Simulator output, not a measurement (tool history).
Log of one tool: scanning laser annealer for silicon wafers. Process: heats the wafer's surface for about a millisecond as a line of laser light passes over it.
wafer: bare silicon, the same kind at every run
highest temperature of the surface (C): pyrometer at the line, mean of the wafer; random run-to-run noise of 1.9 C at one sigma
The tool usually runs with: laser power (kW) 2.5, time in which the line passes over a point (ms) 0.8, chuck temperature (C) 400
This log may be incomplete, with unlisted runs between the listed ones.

run,day,laser power (kW),time in which the line passes over a point (ms),chuck temperature (C),highest temperature of the surface (C)
1,0,2.5,0.8,400,1201
2,1.525,2.641,0.8,400,1249
3,4.604,2.5,0.8,400,1206
4,5.992,2.5,0.8,400,1204
5,8.833,2.5,0.8,400,1201
# day 9.942: window over the wafer cleaned
6,11.275,2.5,0.8,400,1226
7,13.179,2.5,0.8,423,1246
8,15.362,2.5,0.8,390,1211
9,18.383,2.5,0.8,390,1214
10,20.046,2.5,0.8,400,1221
11,22.917,2.5,0.8,400,1223
12,25.575,2.5,0.8,400,1221
13,28.462,2.5,0.8,400,1221
14,31.075,2.5,0.8,400,1218
15,32.75,2.5,0.8,400,1223
16,34.875,2.5,0.8,400,1216
17,38.083,2.5,0.8,400,1215
18,39.579,2.5,0.8,373,1187
19,42.358,2.146,0.8,373,1069
20,44.4,2.479,0.778,396,1189
21,46.671,2.159,0.726,409,1077
22,48.529,2.146,0.978,400,1164
23,51.412,2.146,0.978,400,1162
24,54.55,2.146,0.978,379,1139
25,56.588,2.309,0.724,400,1114
26,58.921,2.5,0.876,400,1244
# day 60.383: optics aligned, line set to its width
27,61.758,2.653,0.645,400,1188
28,63.871,2.653,0.688,400,1210
29,65.838,2.653,0.688,400,1211
30,68.388,2.184,0.951,401,1170
31,70.692,2.184,0.951,401,1168
32,73.45,2.721,0.765,406,1275
33,75.146,2.668,0.875,400,1307
34,77.483,2.197,0.8,401,1115
35,79.904,2.5,0.645,400,1138

A few steps of highest temperature of the surface (C) between consecutive runs. Split each: what settings, incoming material and random variation would produce without the hidden state, and what is left over for the hidden state, along with gauge scatter present in only one of the two compared results (measured, and without hidden state):
Hidden state present: light that passes the window, % of a clean one's; laser's true power over the reading, %; width of the line over the set one, %; drift of the gauge itself on peak_c, C.
Run 4 -> 5: no setting changed, nothing entered. highest temperature of the surface (C) -3: hidden state -2, all else -1.
Run 5 -> 6: window over the wafer cleaned. highest temperature of the surface (C) +25: hidden state +24, all else +1.
Run 19 -> 20: laser power (kW) 2.146 -> 2.479, time in which the line passes over a point (ms) 0.8 -> 0.778, chuck temperature (C) 373 -> 396. highest temperature of the surface (C) +120: hidden state -1, all else +121.
Run 25 -> 26: laser power (kW) 2.309 -> 2.5, time in which the line passes over a point (ms) 0.724 -> 0.876. highest temperature of the surface (C) +130: hidden state -2, all else +132.
Run 26 -> 27: laser power (kW) 2.5 -> 2.653, time in which the line passes over a point (ms) 0.876 -> 0.645, optics aligned, line set to its width. highest temperature of the surface (C) -56: hidden state +9, all else -65.
Run 33 -> 34: laser power (kW) 2.668 -> 2.197, time in which the line passes over a point (ms) 0.875 -> 0.8, chuck temperature (C) 400 -> 401. highest temperature of the surface (C) -192: hidden state +1, all else -193.

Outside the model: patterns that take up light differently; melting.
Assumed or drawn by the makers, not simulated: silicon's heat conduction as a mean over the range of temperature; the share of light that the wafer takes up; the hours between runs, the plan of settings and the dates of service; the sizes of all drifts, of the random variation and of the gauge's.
